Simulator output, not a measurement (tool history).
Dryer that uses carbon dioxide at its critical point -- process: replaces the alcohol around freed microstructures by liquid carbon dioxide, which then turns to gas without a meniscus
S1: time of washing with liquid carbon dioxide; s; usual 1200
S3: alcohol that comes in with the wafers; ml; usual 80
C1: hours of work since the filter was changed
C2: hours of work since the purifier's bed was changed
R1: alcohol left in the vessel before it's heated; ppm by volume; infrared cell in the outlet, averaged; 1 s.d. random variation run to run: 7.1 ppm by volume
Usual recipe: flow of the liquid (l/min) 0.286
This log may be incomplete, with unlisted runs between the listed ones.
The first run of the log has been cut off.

Run 2, hour 7.2: usual settings; C1 110; C2 85. Result: R1 724 ppm by volume.
Run 3, hour 18.3: usual settings; C1 114; C2 89. Result: R1 722 ppm by volume.
Run 4, hour 26.5: usual settings but flow of the liquid (l/min) 0.431; C1 117; C2 92. Result: R1 76 ppm by volume.
Run 5, hour 35.0: usual settings but flow of the liquid (l/min) 0.194; C1 121; C2 95. Result: R1 3522 ppm by volume.
Run 6, hour 45.2: usual settings but flow of the liquid (l/min) 0.194; C1 124; C2 99. Result: R1 3536 ppm by volume.
Run 7, hour 55.6: usual settings but S1 900 s, flow of the liquid (l/min) 0.194; C1 128; C2 103. Result: R1 7772 ppm by volume.
Run 8, hour 63.6: usual settings but S3 101 ml; C1 131; C2 106. Result: R1 1012 ppm by volume.
Run 9, hour 73.5: usual settings but S3 101 ml; C1 135; C2 109. Result: R1 1042 ppm by volume.
Run 10, hour 81.3: usual settings but S3 101 ml; C1 137; C2 112. Result: R1 1064 ppm by volume.
Run 11, hour 92.8: usual settings but S3 101 ml; C1 142; C2 116. Result: R1 1128 ppm by volume.
Run 12, hour 98.2: usual settings; C1 144; C2 118. Result: R1 891 ppm by volume.
Run 13, hour 108.2: usual settings; C1 147; C2 122. Result: R1 892 ppm by volume.
Run 14, hour 121.1: usual settings but S1 1320 s; C1 152; C2 127. Result: R1 576 ppm by volume.
Run 15, hour 128.2: usual settings but S1 1320 s; C1 154; C2 129. Result: R1 629 ppm by volume.
At hour 136.0: inlet filter changed.
Run 16, hour 141.3: usual settings but S1 1320 s; C1 2; C2 134. Result: R1 211 ppm by volume.
Run 17, hour 146.7: usual settings but flow of the liquid (l/min) 0.437; C1 4; C2 136. Result: R1 51 ppm by volume.
Run 18, hour 154.5: usual settings but flow of the liquid (l/min) 0.437; C1 7; C2 139. Result: R1 40 ppm by volume.
Run 19, hour 162.2: usual settings but flow of the liquid (l/min) 0.437, S3 79 ml; C1 10; C2 141. Result: R1 41 ppm by volume.
Run 20, hour 170.3: usual settings but S1 1680 s, flow of the liquid (l/min) 0.437, S3 73 ml; C1 12; C2 144. Result: R1 22 ppm by volume.
Run 21, hour 175.9: usual settings but S1 1680 s, flow of the liquid (l/min) 0.184, S3 73 ml; C1 15; C2 146. Result: R1 626 ppm by volume.
Run 22, hour 181.7: usual settings but S1 1860 s, flow of the liquid (l/min) 0.220, S3 24 ml; C1 17; C2 148. Result: R1 74 ppm by volume.
Run 23, hour 191.0: usual settings but S1 900 s, flow of the liquid (l/min) 0.301, S3 24 ml; C1 20; C2 152. Result: R1 381 ppm by volume.
Run 24, hour 202.9: usual settings but S1 900 s, flow of the liquid (l/min) 0.189, S3 54 ml; C1 24; C2 156. Result: R1 3961 ppm by volume.
Run 25, hour 208.5: usual settings but S1 900 s, flow of the liquid (l/min) 0.300, S3 76 ml; C1 26; C2 158. Result: R1 1173 ppm by volume.

For run 26, what comes out?
Run 26, hour 215.4: usual settings but S1 900 s, flow of the liquid (l/min) 0.300, S3 63 ml; C1 29; C2 161. Result: R1 ?.

{"run 26": {"R1": 1000}}
Had the tool carried no hidden state, the very same run would have given R1 845 ppm by volume.
